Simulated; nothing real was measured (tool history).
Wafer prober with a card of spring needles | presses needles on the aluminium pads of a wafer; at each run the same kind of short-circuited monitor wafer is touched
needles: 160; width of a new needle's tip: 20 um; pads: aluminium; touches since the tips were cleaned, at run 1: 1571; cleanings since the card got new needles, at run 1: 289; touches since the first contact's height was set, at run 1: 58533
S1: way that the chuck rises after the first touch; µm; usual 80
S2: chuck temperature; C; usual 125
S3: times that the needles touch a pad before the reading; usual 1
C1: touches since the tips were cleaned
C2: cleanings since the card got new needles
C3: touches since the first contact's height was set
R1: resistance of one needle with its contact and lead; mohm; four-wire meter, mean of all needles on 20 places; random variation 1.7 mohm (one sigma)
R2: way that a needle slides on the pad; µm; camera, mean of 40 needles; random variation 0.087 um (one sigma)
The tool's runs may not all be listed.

Run 1, hour 0: usual settings; C1 1571; C2 289; C3 58533. Result: R1 207 mohm, R2 19.88 µm.
At hour 2.4: tips cleaned on abrasive film.
At hour 7: tips cleaned on abrasive film.
At hour 11.6: tips cleaned on abrasive film.
At hour 17.4: tips cleaned on abrasive film.
At hour 23.1: tips cleaned on abrasive film.
At hour 27.8: tips cleaned on abrasive film.
At hour 33.5: tips cleaned on abrasive film.
At hour 39.3: tips cleaned on abrasive film.
Run 2, hour 41.2: usual settings but S2 55 C; C1 909; C2 297; C3 77713. Result: R1 187 mohm, R2 20 µm.
At hour 44.7: tips cleaned on abrasive film.
At hour 49.3: tips cleaned on abrasive film.
At hour 55.1: tips cleaned on abrasive film.
At hour 60.9: tips cleaned on abrasive film.
At hour 65.5: tips cleaned on abrasive film.
At hour 71.3: tips cleaned on abrasive film.
At hour 77: tips cleaned on abrasive film.
At hour 81.7: tips cleaned on abrasive film.
Run 3, hour 85.4: usual settings but S2 55 C; C1 1758; C2 305; C3 98279. Result: R1 208 mohm, R2 19.75 µm.
At hour 86.6: tips cleaned on abrasive film.
At hour 92.3: tips cleaned on abrasive film.
At hour 97: tips cleaned on abrasive film.
At hour 102.7: tips cleaned on abrasive film.
At hour 108.5: tips cleaned on abrasive film.
Run 4, hour 109.1: usual settings; C1 268; C2 310; C3 109294. Result: R1 187 mohm, R2 19.6 µm.
At hour 113.7: tips cleaned on abrasive film.
At hour 118.3: tips cleaned on abrasive film.
At hour 124.1: tips cleaned on abrasive film.
At hour 128.7: tips cleaned on abrasive film.
At hour 134.5: tips cleaned on abrasive film.
Run 5, hour 135: usual settings but S3 2; C1 226; C2 315; C3 121342. Result: R1 185 mohm, R2 19.53 µm.
At hour 139.6: tips cleaned on abrasive film.
At hour 144.2: tips cleaned on abrasive film.
At hour 148.8: tips cleaned on abrasive film.
At hour 154.6: tips cleaned on abrasive film.
At hour 160.4: tips cleaned on abrasive film.
At hour 166.1: tips cleaned on abrasive film.
At hour 171.9: tips cleaned on abrasive film.
At hour 176.5: tips cleaned on abrasive film.
At hour 182.2: tips cleaned on abrasive film.
At hour 194.2: card fitted with new needles.
Run 6, hour 194.2: usual settings but S3 2; C1 0; C2 0; C3 0. Result: R1 166 mohm, R2 20.5 µm.
At hour 198.9: tips cleaned on abrasive film.
At hour 204.6: tips cleaned on abrasive film.
At hour 210.4: tips cleaned on abrasive film.
At hour 215: tips cleaned on abrasive film.
At hour 219.7: tips cleaned on abrasive film.
Run 7, hour 221.4: usual settings but S2 36 C; C1 826; C2 5; C3 12649. Result: R1 165 mohm, R2 20.56 µm.
At hour 224.9: tips cleaned on abrasive film.
At hour 230.7: tips cleaned on abrasive film.
At hour 235.3: tips cleaned on abrasive film.
At hour 241.1: tips cleaned on abrasive film.
At hour 246.8: tips cleaned on abrasive film.
Run 8, hour 249.6: usual settings but S2 36 C; C1 1329; C2 10; C3 25800. Result: R1 177 mohm, R2 20.36 µm.
At hour 252: tips cleaned on abrasive film.
At hour 257.7: tips cleaned on abrasive film.
At hour 262.4: tips cleaned on abrasive film.
At hour 268.1: tips cleaned on abrasive film.
At hour 273.9: tips cleaned on abrasive film.
Run 9, hour 277.9: usual settings; C1 1890; C2 15; C3 38974. Result: R1 195 mohm, R2 20.23 µm.
At hour 279.1: tips cleaned on abrasive film.
At hour 283.7: tips cleaned on abrasive film.
At hour 289.5: tips cleaned on abrasive film.
At hour 295.3: tips cleaned on abrasive film.
At hour 301: tips cleaned on abrasive film.
At hour 306.8: tips cleaned on abrasive film.
Run 10, hour 307.2: usual settings; C1 221; C2 21; C3 52628. Result: R1 172 mohm, R2 20.25 µm.
At hour 311.9: tips cleaned on abrasive film.
At hour 317.6: tips cleaned on abrasive film.
At hour 323.4: tips cleaned on abrasive film.
At hour 329.2: tips cleaned on abrasive film.
Run 11, hour 332.9: usual settings; C1 1779; C2 25; C3 64617. Result: R1 193 mohm, R2 20.02 µm.
At hour 334.1: tips cleaned on abrasive film.
At hour 338.8: tips cleaned on abrasive film.
At hour 343.4: tips cleaned on abrasive film.
At hour 349.2: tips cleaned on abrasive film.
At hour 353.8: tips cleaned on abrasive film.
At hour 359.5: tips cleaned on abrasive film.
At hour 365.3: tips cleaned on abrasive film.
Run 12, hour 368.1: usual settings but S1 64 µm, S2 98 C; C1 1306; C2 32; C3 80968. Result: R1 199 mohm, R2 15.87 µm.
At hour 370.4: tips cleaned on abrasive film.
At hour 376.2: tips cleaned on abrasive film.
At hour 380.8: tips cleaned on abrasive film.
At hour 386.6: tips cleaned on abrasive film.
At hour 391.2: tips cleaned on abrasive film.
At hour 397: tips cleaned on abrasive film.
At hour 402.7: tips cleaned on abrasive film.
Run 13, hour 403.2: usual settings but S1 93 µm, S2 31 C; C1 229; C2 39; C3 97319. Result: R1 157 mohm, R2 23.22 µm.
At hour 407.9: tips cleaned on abrasive film.
At hour 412.5: tips cleaned on abrasive film.
At hour 418.2: tips cleaned on abrasive film.
At hour 424: tips cleaned on abrasive film.
At hour 429.8: tips cleaned on abrasive film.
At hour 435.5: tips cleaned on abrasive film.
At hour 440.2: tips cleaned on abrasive film.
At hour 445.9: tips cleaned on abrasive film.
Run 14, hour 446.9: usual settings but S1 93 µm, S2 31 C; C1 463; C2 47; C3 117666. Result: R1 162 mohm, R2 22.96 µm.
At hour 451.5: tips cleaned on abrasive film.
At hour 456.2: tips cleaned on abrasive film.
At hour 460.8: tips cleaned on abrasive film.
At hour 466.5: tips cleaned on abrasive film.
At hour 471.2: tips cleaned on abrasive film.
Run 15, hour 472.6: usual settings but S1 92 µm, S2 60 C, S3 2; C1 670; C2 52; C3 129621. Result: R1 165 mohm, R2 22.64 µm.
At hour 476.1: tips cleaned on abrasive film.
At hour 481.9: tips cleaned on abrasive film.
At hour 486.5: tips cleaned on abrasive film.
At hour 491.1: tips cleaned on abrasive film.
At hour 496.9: tips cleaned on abrasive film.
At hour 502.6: tips cleaned on abrasive film.
Run 16, hour 507: usual settings but S1 86 µm, S2 83 C; C1 2071; C2 58; C3 145666. Result: R1 187 mohm, R2 20.83 µm.
At hour 508.2: tips cleaned on abrasive film.
At hour 512.9: tips cleaned on abrasive film.
At hour 518.6: tips cleaned on abrasive film.
At hour 523.3: tips cleaned on abrasive film.
At hour 529: tips cleaned on abrasive film.
Run 17, hour 529.5: usual settings but S1 78 µm, S2 58 C, S3 2; C1 219; C2 63; C3 156095. Result: R1 161 mohm, R2 18.79 µm.
At hour 534.1: tips cleaned on abrasive film.
At hour 539.9: tips cleaned on abrasive film.
At hour 545.6: tips cleaned on abrasive film.
At hour 551.4: tips cleaned on abrasive film.
At hour 557.2: tips cleaned on abrasive film.
At hour 562.9: tips cleaned on abrasive film.
At hour 568.7: tips cleaned on abrasive film.
At hour 573.3: tips cleaned on abrasive film.
Run 18, hour 576.6: usual settings but S1 64 µm, S2 35 C; C1 1542; C2 71; C3 178058. Result: R1 200 mohm, R2 15.02 µm.
At hour 578.9: tips cleaned on abrasive film.
At hour 583.6: tips cleaned on abrasive film.
At hour 589.3: tips cleaned on abrasive film.
At hour 595.1: tips cleaned on abrasive film.
At hour 600.8: tips cleaned on abrasive film.
At hour 605.5: tips cleaned on abrasive film.
At hour 611.2: tips cleaned on abrasive film.
Run 19, hour 614.3: usual settings but S1 64 µm, S2 35 C; C1 1465; C2 78; C3 195645. Result: R1 213 mohm, R2 14.84 µm.
At hour 616.7: tips cleaned on abrasive film.
At hour 622.4: tips cleaned on abrasive film.
At hour 627.1: tips cleaned on abrasive film.
At hour 632.8: tips cleaned on abrasive film.
At hour 638.6: tips cleaned on abrasive film.
Run 20, hour 640.3: usual settings but S1 69 µm, S2 44 C, S3 2; C1 803; C2 83; C3 207733. Result: R1 173 mohm, R2 15.99 µm.
At hour 643.8: tips cleaned on abrasive film.
At hour 648.4: tips cleaned on abrasive film.
At hour 653: tips cleaned on abrasive film.
At hour 658.8: tips cleaned on abrasive film.
At hour 663.4: tips cleaned on abrasive film.
At hour 668.3: height of the first contact set anew.
At hour 669.5: tips cleaned on abrasive film.
Run 21, hour 672.7: usual settings but S1 100 µm, S2 61 C; C1 1532; C2 89; C3 2070. Result: R1 172 mohm, R2 25.83 µm.
At hour 675.1: tips cleaned on abrasive film.
At hour 680.9: tips cleaned on abrasive film.
At hour 685.5: tips cleaned on abrasive film.
At hour 691.2: tips cleaned on abrasive film.
At hour 695.9: tips cleaned on abrasive film.
At hour 700.5: tips cleaned on abrasive film.
At hour 706.3: tips cleaned on abrasive film.
At hour 710.9: tips cleaned on abrasive film.
At hour 716.7: tips cleaned on abrasive film.
Run 22, hour 717.4: usual settings but S1 96 µm, S2 39 C; C1 346; C2 98; C3 22836. Result: R1 159 mohm, R2 24.56 µm.

Forecast each of these 3 alternatives for the next run:
At hour 722: tips cleaned on abrasive film.
At hour 726.6: tips cleaned on abrasive film.
At hour 732.4: tips cleaned on abrasive film.
At hour 737: tips cleaned on abrasive film.
At hour 742.8: tips cleaned on abrasive film.
At hour 747.4: tips cleaned on abrasive film.
At hour 753.2: tips cleaned on abrasive film.
At hour 759: tips cleaned on abrasive film.
At hour 764.5: tips cleaned on abrasive film.
Run A, hour 764.5: usual settings but S2 35 C; C1 0; C2 107; C3 44757. Result: R1 ?, R2 ?.
At hour 722: tips cleaned on abrasive film.
At hour 726.6: tips cleaned on abrasive film.
At hour 732.4: tips cleaned on abrasive film.
At hour 737: tips cleaned on abrasive film.
At hour 742.8: tips cleaned on abrasive film.
At hour 747.4: tips cleaned on abrasive film.
At hour 753.2: tips cleaned on abrasive film.
At hour 759: tips cleaned on abrasive film.
At hour 764.5: tips cleaned on abrasive film.
Run B, hour 764.5: usual settings but S2 39 C; C1 0; C2 107; C3 44757. Result: R1 ?, R2 ?.
At hour 722: tips cleaned on abrasive film.
At hour 726.6: tips cleaned on abrasive film.
At hour 732.4: tips cleaned on abrasive film.
At hour 737: tips cleaned on abrasive film.
At hour 742.8: tips cleaned on abrasive film.
At hour 747.4: tips cleaned on abrasive film.
At hour 753.2: tips cleaned on abrasive film.
At hour 759: tips cleaned on abrasive film.
At hour 764.5: tips cleaned on abrasive film.
Run C, hour 764.5: usual settings but S2 97 C; C1 0; C2 107; C3 44757. Result: R1 ?, R2 ?.

run   R1     R2
  A  159  20.23
  B  163  20.04
  C  170  20.07
Without the tool's hidden state the same runs would have given:
run   R1     R2
  A  152  20.63
  B  156  20.44
  C  163  20.46

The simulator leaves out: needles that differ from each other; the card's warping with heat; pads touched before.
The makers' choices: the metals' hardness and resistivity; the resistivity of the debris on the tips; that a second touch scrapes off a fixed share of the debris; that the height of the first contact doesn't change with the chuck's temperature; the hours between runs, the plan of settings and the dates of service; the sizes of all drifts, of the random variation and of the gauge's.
